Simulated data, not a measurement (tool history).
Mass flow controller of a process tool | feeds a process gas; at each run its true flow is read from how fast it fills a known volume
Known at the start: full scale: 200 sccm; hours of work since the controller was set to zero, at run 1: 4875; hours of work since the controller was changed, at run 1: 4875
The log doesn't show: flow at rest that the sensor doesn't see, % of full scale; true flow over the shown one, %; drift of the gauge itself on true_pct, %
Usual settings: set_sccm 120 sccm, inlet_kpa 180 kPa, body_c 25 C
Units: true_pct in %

run,day,set_sccm,inlet_kpa,body_c,hours of work since the controller was set to zero,hours of work since the controller was changed,true_pct
1,0.000,120,180,25,4875,4875,98.73
2,15.408,120,172,25,5016,5016,98.86
3,33.538,120,150,25,5182,5182,98.76
# day 45.296: controller's zero set anew
4,52.021,120,150,25,61,5350,98.73
5,65.388,120,180,25,183,5472,98.76
6,76.979,120,180,25,289,5578,98.84
7,91.625,120,180,25,423,5712,98.73
8,103.792,120,180,25,534,5823,98.74
9,113.396,120,180,25,622,5910,98.67
10,133.933,120,180,25,809,6098,98.67
11,145.888,120,180,25,918,6207,98.82
12,166.392,120,180,25,1105,6394,98.74
13,183.538,120,180,25,1262,6550,98.91
14,197.825,120,180,25,1392,6681,98.92
15,220.879,120,180,34,1603,6891,99.12
16,232.408,120,180,34,1708,6997,99.12
17,245.879,120,180,25,1831,7119,98.84
18,258.879,120,180,23,1949,7238,98.81
19,274.075,120,180,23,2088,7377,98.70
20,289.571,120,180,23,2230,7518,98.85
21,306.833,120,180,23,2387,7676,98.83
22,322.900,120,180,27,2534,7822,98.87
23,344.108,120,180,25,2727,8016,98.83
24,358.846,120,180,40,2862,8151,99.12
25,376.617,145,180,33,3024,8313,99.48
26,390.883,145,180,33,3154,8443,99.41
27,408.375,70,150,33,3314,8603,98.29
28,425.154,22,159,25,3467,8756,97.36
29,444.738,22,159,25,3646,8935,97.36
30,460.675,22,159,34,3791,9080,97.68
31,481.771,22,159,34,3984,9273,97.69
32,501.638,120,151,20,4165,9454,98.49
33,518.892,37,151,34,4323,9611,97.91
34,540.654,168,230,28,4521,9810,99.75
35,552.988,30,269,25,4634,9923,97.76
36,566.779,30,269,25,4760,10048,97.65
37,587.388,26,180,20,4948,10237,97.39
38,607.796,55,202,25,5134,10423,97.83
39,619.183,55,278,25,5238,10527,97.86
# day 623.558: controller's zero set anew
40,638.354,120,206,29,135,10702,99.08
41,656.625,120,206,29,302,10868,99.08
42,670.488,28,206,30,428,10995,97.74
43,685.617,29,180,25,566,11133,97.43
44,703.392,29,180,25,729,11295,97.33
45,721.758,105,223,34,896,11463,98.94
46,741.442,105,223,34,1076,11642,98.97
47,758.492,49,144,24,1232,11798,97.73
48,778.325,49,167,27,1413,11979,97.82

Forecast each of these 3 alternatives for the next run:
A,788.038,120,180,35,1501,12068,?
B,788.038,177,204,38,1501,12068,?
C,788.038,49,167,26,1501,12068,?

run,true_pct
A,98.97
B,100.20
C,97.80
Without the tool's hidden state the same runs would have given:
run,true_pct
A,98.98
B,100.21
C,97.81
